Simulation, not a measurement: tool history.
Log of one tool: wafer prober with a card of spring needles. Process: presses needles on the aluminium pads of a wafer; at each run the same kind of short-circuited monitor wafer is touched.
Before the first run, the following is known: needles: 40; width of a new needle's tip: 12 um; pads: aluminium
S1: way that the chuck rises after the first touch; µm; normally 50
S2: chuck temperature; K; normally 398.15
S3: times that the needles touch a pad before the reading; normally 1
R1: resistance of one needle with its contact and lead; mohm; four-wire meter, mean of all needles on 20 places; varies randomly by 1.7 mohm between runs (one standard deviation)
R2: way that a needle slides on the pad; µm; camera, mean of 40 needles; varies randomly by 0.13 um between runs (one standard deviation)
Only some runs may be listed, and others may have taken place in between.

{"run": 1, "hour": 0.0, "S1": 50, "S2": 398.15, "S3": 1, "R1": 217, "R2": 9.89}
{"hour": 10.8, "done": "tips cleaned on abrasive film"}
{"run": 2, "hour": 12.8, "S1": 50, "S2": 398.15, "S3": 1, "R1": 241, "R2": 10.36}
{"run": 3, "hour": 20.9, "S1": 50, "S2": 398.15, "S3": 1, "R1": 359, "R2": 9.86}
{"hour": 22.3, "done": "tips cleaned on abrasive film"}
{"run": 4, "hour": 32.9, "S1": 50, "S2": 398.15, "S3": 1, "R1": 358, "R2": 9.83}
{"hour": 34.2, "done": "tips cleaned on abrasive film"}
{"run": 5, "hour": 42.6, "S1": 50, "S2": 398.15, "S3": 1, "R1": 347, "R2": 9.79}
{"hour": 46.2, "done": "tips cleaned on abrasive film"}
{"run": 6, "hour": 53.7, "S1": 50, "S2": 398.15, "S3": 1, "R1": 338, "R2": 9.94}
{"hour": 58.4, "done": "tips cleaned on abrasive film"}
{"run": 7, "hour": 63.8, "S1": 50, "S2": 398.15, "S3": 1, "R1": 323, "R2": 9.9}
{"hour": 70.5, "done": "tips cleaned on abrasive film"}
{"run": 8, "hour": 70.7, "S1": 50, "S2": 398.15, "S3": 1, "R1": 206, "R2": 9.82}
{"hour": 81.8, "done": "tips cleaned on abrasive film"}
{"run": 9, "hour": 83.7, "S1": 35, "S2": 398.15, "S3": 1, "R1": 341, "R2": 6.55}
{"run": 10, "hour": 90.4, "S1": 50, "S2": 398.15, "S3": 1, "R1": 355, "R2": 9.91}
{"hour": 93.6, "done": "tips cleaned on abrasive film"}
{"run": 11, "hour": 96.4, "S1": 50, "S2": 398.15, "S3": 1, "R1": 273, "R2": 9.86}
{"run": 12, "hour": 104.3, "S1": 50, "S2": 398.15, "S3": 1, "R1": 374, "R2": 9.6}
{"hour": 105.3, "done": "tips cleaned on abrasive film"}
{"run": 13, "hour": 114.8, "S1": 50, "S2": 398.15, "S3": 2, "R1": 295, "R2": 9.7}
{"hour": 117.1, "done": "tips cleaned on abrasive film"}
{"run": 14, "hour": 125.9, "S1": 50, "S2": 398.15, "S3": 2, "R1": 294, "R2": 9.65}
{"hour": 128.9, "done": "tips cleaned on abrasive film"}
{"run": 15, "hour": 136.8, "S1": 50, "S2": 398.15, "S3": 1, "R1": 354, "R2": 9.69}
{"hour": 141.0, "done": "tips cleaned on abrasive film"}
{"run": 16, "hour": 142.8, "S1": 50, "S2": 398.15, "S3": 1, "R1": 257, "R2": 9.71}
{"hour": 152.8, "done": "tips cleaned on abrasive film"}
{"run": 17, "hour": 153.6, "S1": 50, "S2": 398.15, "S3": 1, "R1": 226, "R2": 9.8}
{"run": 18, "hour": 160.1, "S1": 38, "S2": 380.15, "S3": 1, "R1": 502, "R2": 6.98}
{"hour": 164.8, "done": "tips cleaned on abrasive film"}
{"run": 19, "hour": 171.9, "S1": 38, "S2": 315.15, "S3": 1, "R1": 514, "R2": 7.11}
{"hour": 176.3, "done": "tips cleaned on abrasive film"}
{"run": 20, "hour": 184.7, "S1": 36, "S2": 315.15, "S3": 2, "R1": 432, "R2": 6.38}
{"hour": 188.6, "done": "tips cleaned on abrasive film"}
{"run": 21, "hour": 190.4, "S1": 36, "S2": 315.15, "S3": 2, "R1": 278, "R2": 6.69}
{"run": 22, "hour": 196.6, "S1": 55, "S2": 299.15, "S3": 2, "R1": 261, "R2": 10.63}
{"hour": 200.3, "done": "tips cleaned on abrasive film"}
{"run": 23, "hour": 202.8, "S1": 55, "S2": 398.15, "S3": 1, "R1": 251, "R2": 10.54}
{"run": 24, "hour": 211.0, "S1": 68, "S2": 389.15, "S3": 3, "R1": 218, "R2": 13.44}
{"hour": 212.1, "done": "tips cleaned on abrasive film"}
{"run": 25, "hour": 221.5, "S1": 68, "S2": 389.15, "S3": 3, "R1": 213, "R2": 13.49}
{"hour": 224.5, "done": "tips cleaned on abrasive film"}
{"run": 26, "hour": 227.5, "S1": 50, "S2": 398.15, "S3": 2, "R1": 245, "R2": 9.77}
{"run": 27, "hour": 234.9, "S1": 31, "S2": 307.15, "S3": 2, "R1": 601, "R2": 5.26}
{"hour": 236.1, "done": "tips cleaned on abrasive film"}
{"hour": 241.6, "done": "height of the first contact set anew"}
{"run": 28, "hour": 243.9, "S1": 32, "S2": 298.15, "S3": 1, "R1": 547, "R2": 6.92}
{"hour": 248.6, "done": "tips cleaned on abrasive film"}
{"run": 29, "hour": 251.2, "S1": 32, "S2": 327.15, "S3": 2, "R1": 288, "R2": 6.82}
{"run": 30, "hour": 257.2, "S1": 46, "S2": 318.15, "S3": 1, "R1": 371, "R2": 10.1}

The next listed run, before its measurement:
{"hour": 260.6, "done": "tips cleaned on abrasive film"}
{"run": 31, "hour": 267.3, "S1": 58, "S2": 318.15, "S3": 2, "R1": "?", "R2": "?"}

Run 31 yielded R1 227 mohm, R2 12.49 µm.
If the tool had no hidden condition, the same run with the same run-to-run variation would have returned R1 159 mohm, R2 12.54 µm.
